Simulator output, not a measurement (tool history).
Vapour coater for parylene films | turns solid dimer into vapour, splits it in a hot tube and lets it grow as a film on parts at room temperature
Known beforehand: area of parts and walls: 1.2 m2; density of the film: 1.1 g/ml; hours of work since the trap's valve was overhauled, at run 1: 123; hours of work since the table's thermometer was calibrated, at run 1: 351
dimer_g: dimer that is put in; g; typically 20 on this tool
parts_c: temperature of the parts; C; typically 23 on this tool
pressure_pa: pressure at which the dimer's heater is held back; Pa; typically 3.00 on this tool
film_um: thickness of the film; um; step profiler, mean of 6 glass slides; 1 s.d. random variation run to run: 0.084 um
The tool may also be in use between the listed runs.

| run | hour | dimer_g | parts_c | pressure_pa | hours of work since the trap's valve was overhauled | hours of work since the table's thermometer was calibrated | film_um |
|---|---|---|---|---|---|---|---|
| 1 | 0.0 | 20 | 23 | 3.00 | 123 | 351 | 10.06 |
| 2 | 8.8 | 20 | 23 | 3.00 | 129 | 357 | 9.88 |
| 3 | 16.0 | 15 | 23 | 3.00 | 134 | 362 | 7.41 |
| 4 | 25.8 | 23 | 23 | 3.00 | 141 | 369 | 11.49 |
| 5 | 41.5 | 20 | 31 | 3.00 | 152 | 380 | 6.82 |
| 6 | 50.7 | 20 | 23 | 3.00 | 158 | 386 | 9.84 |
| 7 | 65.0 | 15 | 23 | 3.00 | 168 | 396 | 7.43 |
| 8 | 75.8 | 20 | 16 | 3.00 | 176 | 404 | 13.63 |
| 9 | 91.8 | 20 | 23 | 3.00 | 187 | 415 | 9.77 |
| 10 | 102.5 | 14 | 23 | 3.00 | 194 | 422 | 6.86 |
| 11 | 116.3 | 20 | 15 | 3.00 | 204 | 432 | 13.87 |
| 12 | 130.7 | 20 | 15 | 3.00 | 214 | 442 | 13.76 |
| 13 | 145.7 | 20 | 21 | 3.00 | 224 | 452 | 10.55 |
| 14 | 159.7 | 20 | 21 | 3.00 | 234 | 462 | 10.60 |
| 15 | 172.2 | 20 | 21 | 3.00 | 243 | 471 | 10.59 |
| 16 | 180.4 | 20 | 17 | 3.00 | 248 | 477 | 12.89 |
| 17 | 191.5 | 20 | 23 | 3.00 | 256 | 484 | 9.58 |
| 18 | 205.4 | 20 | 16 | 5.70 | 266 | 494 | 12.09 |
| 19 | 214.1 | 20 | 16 | 5.70 | 272 | 500 | 12.25 |
| 20 | 220.7 | 26 | 16 | 5.70 | 277 | 505 | 15.76 |
| 21 | 232.8 | 35 | 16 | 2.82 | 285 | 513 | 23.53 |
| 22 | 248.1 | 20 | 17 | 5.01 | 296 | 524 | 11.83 |
| 23 | 254.8 | 33 | 22 | 2.40 | 300 | 528 | 16.92 |
| 24 | 267.9 | 23 | 18 | 3.00 | 309 | 538 | 13.78 |
| 25 | 276.9 | 23 | 18 | 3.00 | 316 | 544 | 13.76 |
| 26 | 285.6 | 23 | 18 | 3.00 | 322 | 550 | 13.58 |
| 27 | 300.3 | 23 | 17 | 3.54 | 332 | 560 | 13.90 |
| 28 | 311.6 | 18 | 27 | 8.32 | 340 | 568 | 6.18 |
| 29 | 323.2 | 20 | 19 | 10.13 | 348 | 576 | 9.46 |
| 30 | 338.7 | 20 | 19 | 10.13 | 359 | 587 | 9.76 |
| 31 | 347.8 | 18 | 19 | 3.54 | 365 | 593 | 9.97 |
| 32 | 359.8 | 20 | 16 | 7.30 | 373 | 602 | 11.58 |
| 33 | 372.8 | 20 | 25 | 3.00 | 382 | 611 | 8.35 |
|  | 382.1 | trap's valve overhauled |
| 34 | 389.6 | 8 | 21 | 2.54 | 5 | 620 | 4.66 |

Hidden state or all else? Some run-to-run changes of film_um, split into what the settings, what came in and random variation would give without the hidden state, and what is left for the hidden state (with any gauge scatter that isn't in both results):
Hidden conditions of the tool in this case: vapour lost through the trap's worn valve, %; true temperature of the parts over the reading, C; drift of the gauge itself on film_um, %.
Run 10 -> 11: dimer_g 14 -> 20, parts_c 23 -> 15. film_um +7.01 um: hidden state -0.76, all else +7.77.
Run 20 -> 21: dimer_g 26 -> 35, pressure_pa 5.70 -> 2.82. film_um +7.77 um: hidden state -0.58, all else +8.35.
Run 21 -> 22: dimer_g 35 -> 20, parts_c 16 -> 17, pressure_pa 2.82 -> 5.01. film_um -11.70 um: hidden state +0.76, all else -12.46.
Run 27 -> 28: dimer_g 23 -> 18, parts_c 17 -> 27, pressure_pa 3.54 -> 8.32. film_um -7.72 um: hidden state +0.65, all else -8.37.
Run 33 -> 34: dimer_g 20 -> 8, parts_c 25 -> 21, pressure_pa 3.00 -> 2.54, trap's valve overhauled. film_um -3.69 um: hidden state +1.02, all else -4.71.

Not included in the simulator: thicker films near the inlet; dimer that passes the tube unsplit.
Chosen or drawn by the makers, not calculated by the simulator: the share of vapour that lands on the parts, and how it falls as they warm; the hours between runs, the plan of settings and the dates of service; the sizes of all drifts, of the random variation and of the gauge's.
